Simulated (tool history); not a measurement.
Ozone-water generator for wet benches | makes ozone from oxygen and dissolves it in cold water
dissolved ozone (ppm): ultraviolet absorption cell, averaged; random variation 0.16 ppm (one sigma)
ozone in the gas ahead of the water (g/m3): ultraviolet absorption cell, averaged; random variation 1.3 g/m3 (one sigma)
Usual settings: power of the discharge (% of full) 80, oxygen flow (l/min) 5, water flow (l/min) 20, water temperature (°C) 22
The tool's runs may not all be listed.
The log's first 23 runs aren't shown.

run	hour	power of the discharge (% of full)	oxygen flow (l/min)	water flow (l/min)	water temperature (°C)	hours of work since the electrodes were changed	hours of work since the contactor was cleaned	hours of work since the thermometer was calibrated	dissolved ozone (ppm)	ozone in the gas ahead of the water (g/m3)
# hour 627.9: water thermometer calibrated, once more
24	634.4	80	5	24	18	664	4368	6	17.7	229.8
25	666.8	58	5	18	18	693	4396	34	19.4	189.2
26	683.9	80	5.4	20	22	708	4412	50	20	218.7
27	718.2	80	5.4	20	22	738	4442	80	19.8	219.6
28	742.1	74	2.66	16	20	759	4463	101	23.1	305.1
29	759	44	3.35	26	23	774	4478	116	10.3	197.3
30	791.5	96	5.7	28	17	803	4507	145	17.4	240.5
31	823.9	96	5.7	28	17	832	4535	173	17.3	238.1
32	853.3	96	7.26	13	17	858	4561	199	32.8	208.1

Forecast each of these 3 alternatives for the next run:
A	871.1	42	8.87	23	22	874	4577	215	?	?
B	871.1	96	3.54	13	17	874	4577	215	?	?
C	871.1	91	2.99	21	22	874	4577	215	?	?

run	dissolved ozone (ppm)	ozone in the gas ahead of the water (g/m3)
A	11.8	114.6
B	34.2	306.8
C	19.7	324.5
Without the tool's hidden state the same runs would have given:
run	dissolved ozone (ppm)	ozone in the gas ahead of the water (g/m3)
A	12.4	115.4
B	35.8	310.3
C	20.7	328.2
